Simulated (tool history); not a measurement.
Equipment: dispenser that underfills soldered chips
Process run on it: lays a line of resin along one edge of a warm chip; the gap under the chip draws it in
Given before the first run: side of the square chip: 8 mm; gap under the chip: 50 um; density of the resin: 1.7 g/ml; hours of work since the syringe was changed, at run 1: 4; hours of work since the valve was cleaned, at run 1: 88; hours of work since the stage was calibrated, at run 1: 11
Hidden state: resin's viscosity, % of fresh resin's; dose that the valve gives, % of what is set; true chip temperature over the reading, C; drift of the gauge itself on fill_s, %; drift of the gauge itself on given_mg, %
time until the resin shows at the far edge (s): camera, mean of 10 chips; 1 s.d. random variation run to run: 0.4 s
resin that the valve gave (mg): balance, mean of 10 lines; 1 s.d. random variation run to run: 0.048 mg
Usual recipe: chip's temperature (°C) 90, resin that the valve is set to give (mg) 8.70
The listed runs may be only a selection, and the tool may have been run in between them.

run    day  chip's temperature (°C)  resin that the valve is set to give (mg)  hours of work since the syringe was changed  hours of work since the valve was cleaned  hours of work since the stage was calibrated  time until the resin shows at the far edge (s)  resin that the valve gave (mg)
  1  0.000                       90                                      8.70                                            4                                         88                                            11                                            31.1                            8.31
     0.142  -- dispensing valve cleaned and set on the balance
  2  0.142                       90                                      8.70                                            6                                          0                                            12                                            34.2                            8.74
  3  0.300                       90                                      8.70                                            8                                          3                                            15                                            37.8                            8.68
     0.346  -- new syringe of resin
  4  0.400                       90                                      8.70                                            1                                          4                                            16                                            26.8                            8.73
  5  0.529                       90                                     10.59                                            3                                          6                                            18                                            29.5                           10.51
  6  0.633                       90                                     10.59                                            5                                          8                                            20                                            31.1                           10.54
  7  0.725                       90                                     10.59                                            6                                          9                                            22                                            34.2                           10.60
     0.896  -- new syringe of resin
  8  0.921                       90                                     10.59                                            0                                         12                                            25                                            25.6                           10.50
  9  1.025                       90                                     10.59                                            2                                         14                                            26                                            27.7                           10.48
 10  1.196                       90                                     10.59                                            5                                         17                                            29                                            31.6                           10.45
 11  1.292                       90                                      7.68                                            6                                         19                                            31                                            36.0                            7.65
 12  1.371                       90                                      7.68                                            8                                         20                                            32                                            37.8                            7.67
     1.446  -- new syringe of resin
 13  1.542                       90                                     10.72                                            2                                         22                                            35                                            27.2                           10.53
 14  1.688                       90                                     10.72                                            4                                         25                                            37                                            30.4                           10.52
 15  1.796                       90                                     10.72                                            6                                         27                                            39                                            32.7                           10.57
 16  1.917                       90                                      8.70                                            8                                         29                                            41                                            36.9                            8.56
     2.004  -- new syringe of resin
 17  2.100                       90                                     10.04                                            2                                         31                                            44                                            26.6                            9.75
 18  2.233                       90                                     10.04                                            4                                         34                                            46                                            29.9                            9.87
 19  2.317                       96                                      7.45                                            5                                         35                                            47                                            25.9                            7.26
 20  2.400                       85                                      7.95                                            6                                         36                                            49                                            43.7                            7.80
 21  2.538                       97                                      8.87                                            9                                         39                                            51                                            28.5                            8.63
     2.567  -- new syringe of resin
 22  2.642                       84                                      9.67                                            1                                         40                                            52                                            34.7                            9.39
 23  2.771                       84                                     10.24                                            3                                         42                                            55                                            37.9                           10.05
 24  2.900                       90                                      9.63                                            5                                         44                                            57                                            32.1                            9.38
 25  3.017                       90                                     10.54                                            7                                         46                                            59                                            35.2                           10.28
     3.117  -- new syringe of resin
 26  3.142                       81                                      7.99                                            0                                         48                                            60                                            38.9                            7.79
 27  3.338                       81                                      7.99                                            4                                         51                                            64                                            45.7                            7.71
 28  3.467                       76                                      8.07                                            6                                         54                                            66                                            63.8                            7.88
     3.667  -- new syringe of resin
 29  3.671                       76                                     10.35                                            0                                         57                                            69                                            48.3                           10.00
 30  3.842                       94                                      9.61                                            3                                         60                                            72                                            24.3                            9.26

Run 31 has not been measured yet. What should we expect?
 31  3.925                       76                                      8.06                                            4                                         61                                            73                                               ?                               ?

Run 31 came out at time until the resin shows at the far edge (s) 61.0, resin that the valve gave (mg) 7.86.
With no hidden state in the tool, this same run would have given time until the resin shows at the far edge (s) 50.4, resin that the valve gave (mg) 8.15.
